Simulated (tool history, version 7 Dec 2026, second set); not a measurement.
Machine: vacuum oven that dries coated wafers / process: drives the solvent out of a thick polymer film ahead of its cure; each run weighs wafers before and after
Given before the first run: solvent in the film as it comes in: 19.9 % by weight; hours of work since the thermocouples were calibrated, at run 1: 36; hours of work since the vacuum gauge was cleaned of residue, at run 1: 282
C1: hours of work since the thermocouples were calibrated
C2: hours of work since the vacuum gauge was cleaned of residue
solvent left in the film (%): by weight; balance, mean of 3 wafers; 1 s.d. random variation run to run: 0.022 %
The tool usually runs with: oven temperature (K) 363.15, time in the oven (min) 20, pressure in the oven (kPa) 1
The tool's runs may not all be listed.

run 1 day=0 | oven_temperature_(K)=363.15 time_in_the_oven_(min)=20 pressure_in_the_oven_(kPa)=1 | C1=36 C2=282 | solvent_left_in_the_film_(%)=1.5
run 2 day=1.258 | oven_temperature_(K)=363.15 time_in_the_oven_(min)=20 pressure_in_the_oven_(kPa)=1 | C1=52 C2=298 | solvent_left_in_the_film_(%)=1.53
run 3 day=2.562 | oven_temperature_(K)=363.15 time_in_the_oven_(min)=20 pressure_in_the_oven_(kPa)=1 | C1=68 C2=314 | solvent_left_in_the_film_(%)=1.5
run 4 day=3.3 | oven_temperature_(K)=363.15 time_in_the_oven_(min)=20 pressure_in_the_oven_(kPa)=1 | C1=78 C2=324 | solvent_left_in_the_film_(%)=1.52
run 5 day=4.671 | oven_temperature_(K)=363.15 time_in_the_oven_(min)=18 pressure_in_the_oven_(kPa)=1 | C1=95 C2=341 | solvent_left_in_the_film_(%)=1.92
run 6 day=5.733 | oven_temperature_(K)=363.15 time_in_the_oven_(min)=20 pressure_in_the_oven_(kPa)=1 | C1=109 C2=355 | solvent_left_in_the_film_(%)=1.5
run 7 day=6.383 | oven_temperature_(K)=363.15 time_in_the_oven_(min)=20 pressure_in_the_oven_(kPa)=1 | C1=117 C2=363 | solvent_left_in_the_film_(%)=1.5
run 8 day=7.362 | oven_temperature_(K)=374.15 time_in_the_oven_(min)=25 pressure_in_the_oven_(kPa)=1.08 | C1=129 C2=375 | solvent_left_in_the_film_(%)=0.28
run 9 day=7.992 | oven_temperature_(K)=349.15 time_in_the_oven_(min)=30 pressure_in_the_oven_(kPa)=0.72 | C1=137 C2=383 | solvent_left_in_the_film_(%)=3.15

Run 10 has not been measured yet. What should we expect?
run 10 day=9.188 | oven_temperature_(K)=372.15 time_in_the_oven_(min)=25 pressure_in_the_oven_(kPa)=0.92 | C1=153 C2=398 | solvent_left_in_the_film_(%)=?

{"run 10": {"solvent left in the film (%)": 0.24}}
Take away the tool's hidden state, keep the run-to-run variation as it was, and the same run would have given solvent left in the film (%) 0.24.
